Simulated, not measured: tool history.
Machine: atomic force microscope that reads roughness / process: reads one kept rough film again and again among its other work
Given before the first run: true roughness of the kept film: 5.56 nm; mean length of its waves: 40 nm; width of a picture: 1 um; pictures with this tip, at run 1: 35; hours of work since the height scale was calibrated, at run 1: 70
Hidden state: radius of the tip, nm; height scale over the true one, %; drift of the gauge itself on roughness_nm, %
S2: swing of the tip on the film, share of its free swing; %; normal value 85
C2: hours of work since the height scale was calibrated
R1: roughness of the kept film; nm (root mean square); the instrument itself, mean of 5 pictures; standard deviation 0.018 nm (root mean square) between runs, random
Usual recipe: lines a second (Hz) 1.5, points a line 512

run 1 hour=0 | lines_a_second_(Hz)=1.5 S2=85 points_a_line=512 | pictures_with_this_tip=35 C2=70 | R1=3.956
run 2 hour=5.4 | lines_a_second_(Hz)=1.5 S2=85 points_a_line=451 | pictures_with_this_tip=42 C2=72 | R1=3.893
run 3 hour=12.9 | lines_a_second_(Hz)=1.5 S2=85 points_a_line=451 | pictures_with_this_tip=51 C2=76 | R1=3.803
run 4 hour=19.2 | lines_a_second_(Hz)=1.5 S2=85 points_a_line=512 | pictures_with_this_tip=59 C2=78 | R1=3.684
run 5 hour=25.8 | lines_a_second_(Hz)=1.5 S2=85 points_a_line=434 | pictures_with_this_tip=68 C2=81 | R1=3.604
run 6 hour=35.4 | lines_a_second_(Hz)=1.27 S2=85 points_a_line=512 | pictures_with_this_tip=80 C2=86 | R1=3.527
run 7 hour=40.5 | lines_a_second_(Hz)=1.27 S2=85 points_a_line=512 | pictures_with_this_tip=86 C2=88 | R1=3.48
-- hour=45.8 new tip fitted
run 8 hour=48.4 | lines_a_second_(Hz)=1.27 S2=85 points_a_line=512 | pictures_with_this_tip=3 C2=91 | R1=4.525
run 9 hour=54.6 | lines_a_second_(Hz)=1.5 S2=85 points_a_line=949 | pictures_with_this_tip=11 C2=94 | R1=4.368
run 10 hour=61.6 | lines_a_second_(Hz)=1.5 S2=85 points_a_line=949 | pictures_with_this_tip=20 C2=97 | R1=4.194
run 11 hour=66.2 | lines_a_second_(Hz)=1.5 S2=85 points_a_line=512 | pictures_with_this_tip=25 C2=99 | R1=4.166
run 12 hour=76.2 | lines_a_second_(Hz)=1.5 S2=85 points_a_line=711 | pictures_with_this_tip=38 C2=104 | R1=4.006
run 13 hour=86.9 | lines_a_second_(Hz)=1.5 S2=85 points_a_line=512 | pictures_with_this_tip=51 C2=108 | R1=3.85
run 14 hour=96.2 | lines_a_second_(Hz)=2.73 S2=85 points_a_line=512 | pictures_with_this_tip=63 C2=113 | R1=3.442
run 15 hour=101.3 | lines_a_second_(Hz)=1.5 S2=82 points_a_line=848 | pictures_with_this_tip=69 C2=115 | R1=3.733
run 16 hour=108.6 | lines_a_second_(Hz)=1.5 S2=82 points_a_line=848 | pictures_with_this_tip=78 C2=118 | R1=3.661
run 17 hour=117 | lines_a_second_(Hz)=0.63 S2=81 points_a_line=512 | pictures_with_this_tip=89 C2=122 | R1=3.73
-- hour=119.8 new tip fitted
run 18 hour=126.4 | lines_a_second_(Hz)=0.63 S2=67 points_a_line=830 | pictures_with_this_tip=8 C2=126 | R1=4.845
run 19 hour=135.3 | lines_a_second_(Hz)=0.63 S2=67 points_a_line=830 | pictures_with_this_tip=19 C2=130 | R1=4.634
run 20 hour=145.9 | lines_a_second_(Hz)=1.46 S2=89 points_a_line=512 | pictures_with_this_tip=32 C2=134 | R1=3.974
run 21 hour=155.4 | lines_a_second_(Hz)=1.17 S2=64 points_a_line=320 | pictures_with_this_tip=44 C2=139 | R1=4.209
run 22 hour=160.8 | lines_a_second_(Hz)=1.07 S2=85 points_a_line=512 | pictures_with_this_tip=51 C2=141 | R1=3.939
run 23 hour=169.9 | lines_a_second_(Hz)=0.72 S2=65 points_a_line=883 | pictures_with_this_tip=62 C2=145 | R1=4.064
run 24 hour=175.3 | lines_a_second_(Hz)=0.72 S2=65 points_a_line=883 | pictures_with_this_tip=69 C2=148 | R1=3.99
run 25 hour=185.6 | lines_a_second_(Hz)=0.72 S2=65 points_a_line=883 | pictures_with_this_tip=82 C2=152 | R1=3.844
run 26 hour=192.1 | lines_a_second_(Hz)=1.45 S2=81 points_a_line=638 | pictures_with_this_tip=90 C2=155 | R1=3.51
-- hour=194.1 new tip fitted
run 27 hour=203.1 | lines_a_second_(Hz)=2.11 S2=81 points_a_line=633 | pictures_with_this_tip=11 C2=160 | R1=4.267

Predict each of these 5 candidate next runs independently; none follows another, all start after run 27:
run A hour=212.4 | lines_a_second_(Hz)=1.5 S2=57 points_a_line=512 | pictures_with_this_tip=23 C2=164 | R1=?
run B hour=212.4 | lines_a_second_(Hz)=1.5 S2=56 points_a_line=512 | pictures_with_this_tip=23 C2=164 | R1=?
run C hour=212.4 | lines_a_second_(Hz)=1.5 S2=61 points_a_line=413 | pictures_with_this_tip=23 C2=164 | R1=?
run D hour=212.4 | lines_a_second_(Hz)=1.87 S2=81 points_a_line=983 | pictures_with_this_tip=23 C2=164 | R1=?
run E hour=212.4 | lines_a_second_(Hz)=1.5 S2=68 points_a_line=512 | pictures_with_this_tip=23 C2=164 | R1=?

run=A R1=4.549
run=B R1=4.577
run=C R1=4.548
run=D R1=4.208
run=E R1=4.471
What these runs would have given with no unlogged condition in the tool:
run=A R1=4.892
run=B R1=4.922
run=C R1=4.891
run=D R1=4.525
run=E R1=4.808
